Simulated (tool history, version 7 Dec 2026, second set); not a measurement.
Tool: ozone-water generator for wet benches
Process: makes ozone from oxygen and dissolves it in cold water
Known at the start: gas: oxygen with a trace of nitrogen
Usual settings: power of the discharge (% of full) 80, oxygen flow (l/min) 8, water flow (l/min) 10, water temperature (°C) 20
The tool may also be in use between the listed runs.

| run | hour | power of the discharge (% of full) | oxygen flow (l/min) | water flow (l/min) | water temperature (°C) | dissolved ozone (ppm) | ozone in the gas ahead of the water (g/m3) |
|---|---|---|---|---|---|---|---|
| 1 | 0 | 80 | 8 | 10 | 20 | 36 | 271 |
| 2 | 131.8 | 80 | 8 | 10 | 20 | 35.6 | 269.8 |
| 3 | 227.8 | 80 | 8 | 10 | 20 | 35.3 | 271.6 |
| 4 | 350.1 | 80 | 8 | 10 | 20 | 35.4 | 271.2 |
| 5 | 435.2 | 80 | 8 | 10 | 20 | 35.4 | 269.1 |
| 6 | 553.2 | 80 | 8 | 10 | 20 | 35.2 | 268.4 |
| 7 | 693.8 | 80 | 8 | 15 | 20 | 27.1 | 268.7 |
| 8 | 846 | 80 | 8 | 15 | 20 | 27 | 266.2 |
|  | 856.9 | contactor cleaned |
| 9 | 964.3 | 80 | 8 | 15 | 20 | 26.5 | 264.5 |
| 10 | 1086.9 | 80 | 8 | 15 | 20 | 26.1 | 265.9 |
| 11 | 1234 | 80 | 8 | 15 | 20 | 25.9 | 262.9 |
| 12 | 1318.8 | 80 | 8 | 15 | 20 | 25.9 | 265.5 |
|  | 1347 | contactor cleaned, once more |
| 13 | 1392.2 | 76 | 7.75 | 10 | 21 | 35.4 | 257.9 |
| 14 | 1519.5 | 76 | 7.75 | 10 | 21 | 35.1 | 258.9 |
| 15 | 1586.4 | 77 | 9.96 | 10 | 21 | 32.6 | 225.2 |
| 16 | 1734.4 | 77 | 9.96 | 10 | 21 | 32.1 | 222.6 |
| 17 | 1886.8 | 77 | 9.96 | 10 | 21 | 31.9 | 222 |
| 18 | 2031.5 | 77 | 9.96 | 10 | 21 | 31.9 | 222.1 |
| 19 | 2186.8 | 80 | 8 | 10 | 22 | 34.5 | 260.8 |
| 20 | 2250.2 | 41 | 8.85 | 12 | 27 | 16.3 | 148.7 |
| 21 | 2336.7 | 80 | 6.91 | 10 | 16 | 41.8 | 283.1 |
| 22 | 2481.3 | 80 | 5.75 | 15 | 20 | 30.3 | 316.8 |
| 23 | 2592.1 | 70 | 8 | 10 | 20 | 32.1 | 233.1 |

4 ways to go on from here, each from the tool as it stands after run 23. What would each give?
| A | 2657.4 | 61 | 8 | 8 | 12 | ? | ? |
| B | 2657.4 | 70 | 5.37 | 7 | 21 | ? | ? |
| C | 2657.4 | 80 | 8 | 7 | 27 | ? | ? |
| D | 2657.4 | 70 | 6.76 | 10 | 16 | ? | ? |

| run | dissolved ozone (ppm) | ozone in the gas ahead of the water (g/m3) |
|---|---|---|
| A | 39.9 | 209.1 |
| B | 43.7 | 296.2 |
| C | 35.4 | 257.5 |
| D | 37.1 | 258.1 |
Without the tool's hidden state the same runs would have given:
| run | dissolved ozone (ppm) | ozone in the gas ahead of the water (g/m3) |
|---|---|---|
| A | 45.9 | 236.2 |
| B | 51 | 339.4 |
| C | 41.9 | 299.3 |
| D | 43.3 | 295.7 |

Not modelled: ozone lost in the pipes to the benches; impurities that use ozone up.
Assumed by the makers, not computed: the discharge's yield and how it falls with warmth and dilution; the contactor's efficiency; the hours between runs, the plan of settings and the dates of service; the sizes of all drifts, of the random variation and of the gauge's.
